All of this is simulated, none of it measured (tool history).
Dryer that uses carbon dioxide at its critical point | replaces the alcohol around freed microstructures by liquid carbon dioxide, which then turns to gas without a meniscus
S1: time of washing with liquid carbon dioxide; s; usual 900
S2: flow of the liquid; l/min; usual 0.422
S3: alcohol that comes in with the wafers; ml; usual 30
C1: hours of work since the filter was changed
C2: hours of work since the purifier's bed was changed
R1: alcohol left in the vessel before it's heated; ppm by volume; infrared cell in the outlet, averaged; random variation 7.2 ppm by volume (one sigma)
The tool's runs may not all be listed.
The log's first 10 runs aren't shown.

run 11 hour=65.9 | S1=900 S2=0.422 S3=30 | C1=216 C2=151 | R1=447
run 12 hour=70.2 | S1=900 S2=0.333 S3=30 | C1=219 C2=154 | R1=1103
run 13 hour=79.4 | S1=900 S2=0.442 S3=30 | C1=225 C2=161 | R1=375
run 14 hour=87.5 | S1=900 S2=0.422 S3=30 | C1=231 C2=167 | R1=450
run 15 hour=92.2 | S1=900 S2=0.422 S3=30 | C1=235 C2=170 | R1=458
run 16 hour=98.6 | S1=900 S2=0.422 S3=30 | C1=239 C2=175 | R1=475
run 17 hour=104.0 | S1=1260 S2=0.422 S3=30 | C1=243 C2=179 | R1=110
run 18 hour=109.5 | S1=900 S2=0.422 S3=30 | C1=247 C2=183 | R1=470
run 19 hour=113.4 | S1=900 S2=0.422 S3=30 | C1=250 C2=186 | R1=476
run 20 hour=121.9 | S1=540 S2=0.422 S3=30 | C1=257 C2=192 | R1=2392
run 21 hour=125.8 | S1=540 S2=0.422 S3=30 | C1=259 C2=195 | R1=2505
run 22 hour=131.7 | S1=540 S2=0.422 S3=30 | C1=264 C2=199 | R1=2460
run 23 hour=137.8 | S1=540 S2=0.422 S3=30 | C1=268 C2=203 | R1=2422
run 24 hour=144.3 | S1=540 S2=0.684 S3=30 | C1=273 C2=208 | R1=513

Forecast run 25:
run 25 hour=153.7 | S1=1020 S2=0.418 S3=21 | C1=280 C2=215 | R1=?

R1: 211 ppm by volume
Without the tool's hidden state the same run would have given R1 141 ppm by volume.

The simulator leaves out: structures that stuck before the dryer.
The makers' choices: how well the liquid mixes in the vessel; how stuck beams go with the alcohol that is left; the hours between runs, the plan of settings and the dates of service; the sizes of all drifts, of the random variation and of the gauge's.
